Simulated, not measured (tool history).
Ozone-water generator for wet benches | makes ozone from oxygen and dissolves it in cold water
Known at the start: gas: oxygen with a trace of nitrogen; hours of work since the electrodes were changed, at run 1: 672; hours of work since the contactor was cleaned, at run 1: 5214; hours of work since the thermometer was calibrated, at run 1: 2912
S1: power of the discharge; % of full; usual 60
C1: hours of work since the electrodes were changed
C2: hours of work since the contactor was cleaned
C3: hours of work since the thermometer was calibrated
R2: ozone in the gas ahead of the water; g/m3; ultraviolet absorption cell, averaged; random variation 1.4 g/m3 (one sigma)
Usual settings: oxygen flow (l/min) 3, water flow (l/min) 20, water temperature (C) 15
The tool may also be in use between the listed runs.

{"run": 1, "hour": 0.0, "S1": 60, "oxygen flow (l/min)": 3, "water flow (l/min)": 20, "water temperature (C)": 15, "C1": 672, "C2": 5214, "C3": 2912, "dissolved ozone (ppm)": 22.3, "R2": 257}
{"run": 2, "hour": 79.3, "S1": 60, "oxygen flow (l/min)": 3, "water flow (l/min)": 20, "water temperature (C)": 15, "C1": 726, "C2": 5268, "C3": 2966, "dissolved ozone (ppm)": 21.9, "R2": 258.4}
{"run": 3, "hour": 122.1, "S1": 80, "oxygen flow (l/min)": 3, "water flow (l/min)": 20, "water temperature (C)": 15, "C1": 755, "C2": 5297, "C3": 2995, "dissolved ozone (ppm)": 26, "R2": 301.2}
{"run": 4, "hour": 196.2, "S1": 80, "oxygen flow (l/min)": 3, "water flow (l/min)": 20, "water temperature (C)": 15, "C1": 805, "C2": 5347, "C3": 3045, "dissolved ozone (ppm)": 25.7, "R2": 298.7}
{"run": 5, "hour": 275.5, "S1": 80, "oxygen flow (l/min)": 3, "water flow (l/min)": 20, "water temperature (C)": 15, "C1": 859, "C2": 5401, "C3": 3099, "dissolved ozone (ppm)": 26.2, "R2": 300.9}
{"run": 6, "hour": 332.5, "S1": 60, "oxygen flow (l/min)": 3, "water flow (l/min)": 20, "water temperature (C)": 15, "C1": 898, "C2": 5440, "C3": 3138, "dissolved ozone (ppm)": 22.4, "R2": 258.1}
{"run": 7, "hour": 386.1, "S1": 60, "oxygen flow (l/min)": 3, "water flow (l/min)": 20, "water temperature (C)": 15, "C1": 935, "C2": 5477, "C3": 3174, "dissolved ozone (ppm)": 22.1, "R2": 259.2}
{"run": 8, "hour": 446.8, "S1": 60, "oxygen flow (l/min)": 5.14, "water flow (l/min)": 20, "water temperature (C)": 15, "C1": 976, "C2": 5518, "C3": 3216, "dissolved ozone (ppm)": 24.5, "R2": 202.9}
{"run": 9, "hour": 521.8, "S1": 60, "oxygen flow (l/min)": 5.14, "water flow (l/min)": 20, "water temperature (C)": 11, "C1": 1027, "C2": 5569, "C3": 3267, "dissolved ozone (ppm)": 25.9, "R2": 203.7}
{"run": 10, "hour": 585.0, "S1": 60, "oxygen flow (l/min)": 3, "water flow (l/min)": 20, "water temperature (C)": 15, "C1": 1070, "C2": 5612, "C3": 3310, "dissolved ozone (ppm)": 22.1, "R2": 261.9}
{"run": 11, "hour": 651.6, "S1": 60, "oxygen flow (l/min)": 3.22, "water flow (l/min)": 20, "water temperature (C)": 15, "C1": 1115, "C2": 5657, "C3": 3355, "dissolved ozone (ppm)": 22.6, "R2": 253.4}
{"run": 12, "hour": 698.3, "S1": 60, "oxygen flow (l/min)": 3.22, "water flow (l/min)": 20, "water temperature (C)": 15, "C1": 1147, "C2": 5689, "C3": 3387, "dissolved ozone (ppm)": 22.8, "R2": 253.3}
{"run": 13, "hour": 735.8, "S1": 57, "oxygen flow (l/min)": 3, "water flow (l/min)": 20, "water temperature (C)": 15, "C1": 1173, "C2": 5715, "C3": 3412, "dissolved ozone (ppm)": 21.7, "R2": 256.1}
{"run": 14, "hour": 779.8, "S1": 57, "oxygen flow (l/min)": 3, "water flow (l/min)": 20, "water temperature (C)": 15, "C1": 1203, "C2": 5745, "C3": 3442, "dissolved ozone (ppm)": 21.5, "R2": 253.6}
{"run": 15, "hour": 837.6, "S1": 57, "oxygen flow (l/min)": 3, "water flow (l/min)": 20, "water temperature (C)": 15, "C1": 1242, "C2": 5784, "C3": 3482, "dissolved ozone (ppm)": 21.7, "R2": 255.1}
{"run": 16, "hour": 906.3, "S1": 60, "oxygen flow (l/min)": 3, "water flow (l/min)": 20, "water temperature (C)": 9, "C1": 1289, "C2": 5831, "C3": 3529, "dissolved ozone (ppm)": 23.6, "R2": 262.4}
{"run": 17, "hour": 953.6, "S1": 60, "oxygen flow (l/min)": 3, "water flow (l/min)": 20, "water temperature (C)": 9, "C1": 1321, "C2": 5863, "C3": 3561, "dissolved ozone (ppm)": 23.4, "R2": 259.9}
{"hour": 960.0, "done": "gauge calibrated"}
{"run": 18, "hour": 1019.2, "S1": 66, "oxygen flow (l/min)": 2.37, "water flow (l/min)": 18, "water temperature (C)": 17, "C1": 1365, "C2": 5908, "C3": 3605, "dissolved ozone (ppm)": 23.7, "R2": 297.8}
{"run": 19, "hour": 1091.4, "S1": 41, "oxygen flow (l/min)": 3, "water flow (l/min)": 20, "water temperature (C)": 15, "C1": 1415, "C2": 5957, "C3": 3655, "dissolved ozone (ppm)": 18, "R2": 207.8}
{"run": 20, "hour": 1143.2, "S1": 53, "oxygen flow (l/min)": 1.64, "water flow (l/min)": 31, "water temperature (C)": 9, "C1": 1450, "C2": 5992, "C3": 3690, "dissolved ozone (ppm)": 10.9, "R2": 316.2}
{"run": 21, "hour": 1206.1, "S1": 53, "oxygen flow (l/min)": 1.64, "water flow (l/min)": 31, "water temperature (C)": 9, "C1": 1493, "C2": 6035, "C3": 3733, "dissolved ozone (ppm)": 10.9, "R2": 317.5}
{"run": 22, "hour": 1268.2, "S1": 85, "oxygen flow (l/min)": 1.64, "water flow (l/min)": 31, "water temperature (C)": 10, "C1": 1535, "C2": 6077, "C3": 3775, "dissolved ozone (ppm)": 14.3, "R2": 411.4}
{"run": 23, "hour": 1339.6, "S1": 74, "oxygen flow (l/min)": 3, "water flow (l/min)": 20, "water temperature (C)": 15, "C1": 1584, "C2": 6126, "C3": 3823, "dissolved ozone (ppm)": 24.8, "R2": 291.1}
{"run": 24, "hour": 1380.0, "S1": 60, "oxygen flow (l/min)": 1.6, "water flow (l/min)": 20, "water temperature (C)": 8, "C1": 1611, "C2": 6153, "C3": 3851, "dissolved ozone (ppm)": 18.8, "R2": 347.6}
{"run": 25, "hour": 1413.5, "S1": 43, "oxygen flow (l/min)": 4.35, "water flow (l/min)": 29, "water temperature (C)": 11, "C1": 1634, "C2": 6176, "C3": 3874, "dissolved ozone (ppm)": 14.7, "R2": 182.1}
{"run": 26, "hour": 1487.8, "S1": 43, "oxygen flow (l/min)": 4.35, "water flow (l/min)": 29, "water temperature (C)": 14, "C1": 1684, "C2": 6227, "C3": 3924, "dissolved ozone (ppm)": 14.3, "R2": 180.1}
{"run": 27, "hour": 1551.0, "S1": 63, "oxygen flow (l/min)": 3.49, "water flow (l/min)": 18, "water temperature (C)": 9, "C1": 1728, "C2": 6270, "C3": 3967, "dissolved ozone (ppm)": 27.7, "R2": 248.6}
{"run": 28, "hour": 1627.8, "S1": 63, "oxygen flow (l/min)": 3.49, "water flow (l/min)": 18, "water temperature (C)": 9, "C1": 1780, "C2": 6322, "C3": 4020, "dissolved ozone (ppm)": 27.7, "R2": 250.3}

Run 29 comes next. What will it give?
{"run": 29, "hour": 1702.8, "S1": 63, "oxygen flow (l/min)": 3.49, "water flow (l/min)": 18, "water temperature (C)": 9, "C1": 1831, "C2": 6373, "C3": 4071, "dissolved ozone (ppm)": "?", "R2": "?"}

{"run 29": {"dissolved ozone (ppm)": 27.4, "R2": 250.5}}
Without the tool's hidden state the same run would have given dissolved ozone (ppm) 27.4, R2 245.3 g/m3.
